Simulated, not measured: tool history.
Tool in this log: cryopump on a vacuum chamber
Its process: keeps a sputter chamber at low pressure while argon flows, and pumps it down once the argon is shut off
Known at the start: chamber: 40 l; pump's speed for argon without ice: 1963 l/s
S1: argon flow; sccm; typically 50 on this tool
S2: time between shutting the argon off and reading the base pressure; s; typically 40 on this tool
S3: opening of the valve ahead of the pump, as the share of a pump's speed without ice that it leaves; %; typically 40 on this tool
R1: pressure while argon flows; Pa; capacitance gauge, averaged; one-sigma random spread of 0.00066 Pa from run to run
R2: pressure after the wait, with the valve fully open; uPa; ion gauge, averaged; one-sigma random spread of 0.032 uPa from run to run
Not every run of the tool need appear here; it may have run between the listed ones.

run	hour	S1	S2	S3	R1	R2
1	0	50	40	40	0.1107	2.82
2	9.6	50	40	40	0.1103	2.77
3	29.6	59	40	40	0.1321	2.82
4	40.9	89	40	40	0.1999	2.77
5	57.8	50	40	34	0.1297	2.89
6	71.9	50	40	34	0.1304	2.83
7	90.7	50	40	34	0.1303	2.99
8	106.5	50	40	40	0.1126	2.94
9	117.6	50	40	29	0.1518	2.95
10	133.2	50	22	29	0.1536	4.13
11	144.6	50	22	29	0.1526	4.25
12	154.3	50	22	29	0.1536	4.12
13	163.6	50	22	29	0.1531	4.19
14	182.6	50	22	29	0.1545	4.18
15	201.5	50	22	29	0.1541	4.23
16	219.9	50	22	29	0.1548	4.35
17	238	50	22	29	0.1548	4.32
18	254	81	128	20	0.3594	2.03
19	266.8	40	40	40	0.0908	3.06
20	282.4	21	72	49	0.0401	2.46
21	293.2	21	72	49	0.0398	2.42
22	312.5	70	92	49	0.1333	2.26
23	324.5	50	206	34	0.1336	1.92
24	336.2	50	206	34	0.1335	1.94
25	355.7	50	206	34	0.1343	1.89
26	375.1	80	40	40	0.1852	3.07
27	392.8	62	158	30	0.1874	2.1
28	409.2	60	229	21	0.257	1.91
29	427	99	91	15	0.5843	2.45
30	445.2	48	40	38	0.1168	3.21

What if the next run were any one of these 5? Each begins from the tool's condition after run 30:
A	464.5	50	40	39	?	?
B	464.5	64	44	45	?	?
C	464.5	91	40	40	?	?
D	464.5	46	40	27	?	?
E	464.5	33	40	40	?	?

run	R1	R2
A	0.1199	3.29
B	0.1341	3.08
C	0.2129	3.21
D	0.1544	3.25
E	0.0759	3.27
Had the tool no hidden state, the same runs would have come out as:
run	R1	R2
A	0.1111	1.68
B	0.1228	1.49
C	0.1968	1.64
D	0.1464	1.64
E	0.0701	1.65

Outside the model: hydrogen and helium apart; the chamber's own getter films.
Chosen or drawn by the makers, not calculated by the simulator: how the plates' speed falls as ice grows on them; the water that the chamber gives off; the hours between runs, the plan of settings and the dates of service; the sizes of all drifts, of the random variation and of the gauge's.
